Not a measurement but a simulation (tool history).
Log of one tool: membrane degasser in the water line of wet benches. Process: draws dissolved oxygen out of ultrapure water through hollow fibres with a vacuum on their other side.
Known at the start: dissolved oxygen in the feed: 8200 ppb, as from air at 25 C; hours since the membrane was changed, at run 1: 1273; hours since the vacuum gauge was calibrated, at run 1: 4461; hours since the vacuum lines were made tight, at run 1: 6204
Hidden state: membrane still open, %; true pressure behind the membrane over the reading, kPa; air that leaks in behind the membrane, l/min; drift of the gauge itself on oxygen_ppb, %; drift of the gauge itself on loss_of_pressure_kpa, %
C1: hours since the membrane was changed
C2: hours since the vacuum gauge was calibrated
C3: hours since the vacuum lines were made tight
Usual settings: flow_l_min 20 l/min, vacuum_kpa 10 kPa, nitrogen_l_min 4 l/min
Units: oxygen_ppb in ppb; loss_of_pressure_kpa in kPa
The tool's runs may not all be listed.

{"run": 1, "day": 0.0, "flow_l_min": 20, "vacuum_kpa": 10, "nitrogen_l_min": 4, "C1": 1273, "C2": 4461, "C3": 6204, "oxygen_ppb": 97.2, "loss_of_pressure_kpa": 64.16}
{"run": 2, "day": 1.592, "flow_l_min": 20, "vacuum_kpa": 10, "nitrogen_l_min": 4, "C1": 1311, "C2": 4499, "C3": 6242, "oxygen_ppb": 96, "loss_of_pressure_kpa": 64.46}
{"run": 3, "day": 3.379, "flow_l_min": 20, "vacuum_kpa": 10, "nitrogen_l_min": 4, "C1": 1354, "C2": 4542, "C3": 6285, "oxygen_ppb": 98.5, "loss_of_pressure_kpa": 64.8}
{"run": 4, "day": 5.071, "flow_l_min": 20, "vacuum_kpa": 10, "nitrogen_l_min": 4, "C1": 1395, "C2": 4583, "C3": 6326, "oxygen_ppb": 98.1, "loss_of_pressure_kpa": 64.19}
{"run": 5, "day": 6.079, "flow_l_min": 17, "vacuum_kpa": 10, "nitrogen_l_min": 4, "C1": 1419, "C2": 4607, "C3": 6350, "oxygen_ppb": 81.6, "loss_of_pressure_kpa": 54.92}
{"run": 6, "day": 7.567, "flow_l_min": 17, "vacuum_kpa": 10, "nitrogen_l_min": 4, "C1": 1455, "C2": 4643, "C3": 6386, "oxygen_ppb": 82.2, "loss_of_pressure_kpa": 54.89}
{"run": 7, "day": 9.238, "flow_l_min": 17, "vacuum_kpa": 10, "nitrogen_l_min": 4, "C1": 1495, "C2": 4683, "C3": 6426, "oxygen_ppb": 82.8, "loss_of_pressure_kpa": 55.07}
{"day": 9.562, "done": "seals of the vacuum lines changed"}
{"run": 8, "day": 10.504, "flow_l_min": 14, "vacuum_kpa": 10, "nitrogen_l_min": 1.95, "C1": 1523, "C2": 4711, "C3": 23, "oxygen_ppb": 122.3, "loss_of_pressure_kpa": 45.3}
{"run": 9, "day": 11.729, "flow_l_min": 20, "vacuum_kpa": 17.6, "nitrogen_l_min": 7.47, "C1": 1552, "C2": 4741, "C3": 52, "oxygen_ppb": 104.4, "loss_of_pressure_kpa": 64.91}
{"run": 10, "day": 12.771, "flow_l_min": 20, "vacuum_kpa": 10, "nitrogen_l_min": 9.74, "C1": 1577, "C2": 4766, "C3": 77, "oxygen_ppb": 44.1, "loss_of_pressure_kpa": 65.26}
{"run": 11, "day": 15.083, "flow_l_min": 21, "vacuum_kpa": 10, "nitrogen_l_min": 2.77, "C1": 1633, "C2": 4821, "C3": 132, "oxygen_ppb": 139, "loss_of_pressure_kpa": 68.47}
{"run": 12, "day": 17.075, "flow_l_min": 21, "vacuum_kpa": 10, "nitrogen_l_min": 2.77, "C1": 1681, "C2": 4869, "C3": 180, "oxygen_ppb": 135.7, "loss_of_pressure_kpa": 67.93}
{"run": 13, "day": 18.267, "flow_l_min": 18, "vacuum_kpa": 22.3, "nitrogen_l_min": 5.82, "C1": 1709, "C2": 4898, "C3": 209, "oxygen_ppb": 151.1, "loss_of_pressure_kpa": 58.34}
{"run": 14, "day": 19.412, "flow_l_min": 13, "vacuum_kpa": 12.8, "nitrogen_l_min": 4, "C1": 1737, "C2": 4925, "C3": 236, "oxygen_ppb": 81, "loss_of_pressure_kpa": 42.3}

4 ways to go on from here, each from the tool as it stands after run 14. What would each give?
{"run": "A", "day": 20.892, "flow_l_min": 20, "vacuum_kpa": 16.3, "nitrogen_l_min": 1.72, "C1": 1772, "C2": 4961, "C3": 272, "oxygen_ppb": "?", "loss_of_pressure_kpa": "?"}
{"run": "B", "day": 20.892, "flow_l_min": 20, "vacuum_kpa": 10, "nitrogen_l_min": 5.73, "C1": 1772, "C2": 4961, "C3": 272, "oxygen_ppb": "?", "loss_of_pressure_kpa": "?"}
{"run": "C", "day": 20.892, "flow_l_min": 20, "vacuum_kpa": 7.9, "nitrogen_l_min": 2.72, "C1": 1772, "C2": 4961, "C3": 272, "oxygen_ppb": "?", "loss_of_pressure_kpa": "?"}
{"run": "D", "day": 20.892, "flow_l_min": 18, "vacuum_kpa": 12.8, "nitrogen_l_min": 7.91, "C1": 1772, "C2": 4961, "C3": 272, "oxygen_ppb": "?", "loss_of_pressure_kpa": "?"}

run=A oxygen_ppb=366.6 loss_of_pressure_kpa=65.02
run=B oxygen_ppb=69.7 loss_of_pressure_kpa=65.06
run=C oxygen_ppb=98.4 loss_of_pressure_kpa=64.73
run=D oxygen_ppb=62.2 loss_of_pressure_kpa=58.39
Without the tool's hidden state the same runs would have given:
run=A oxygen_ppb=355.5 loss_of_pressure_kpa=64.28
run=B oxygen_ppb=65.5 loss_of_pressure_kpa=64.32
run=C oxygen_ppb=90.8 loss_of_pressure_kpa=63.98
run=D oxygen_ppb=59.4 loss_of_pressure_kpa=57.73
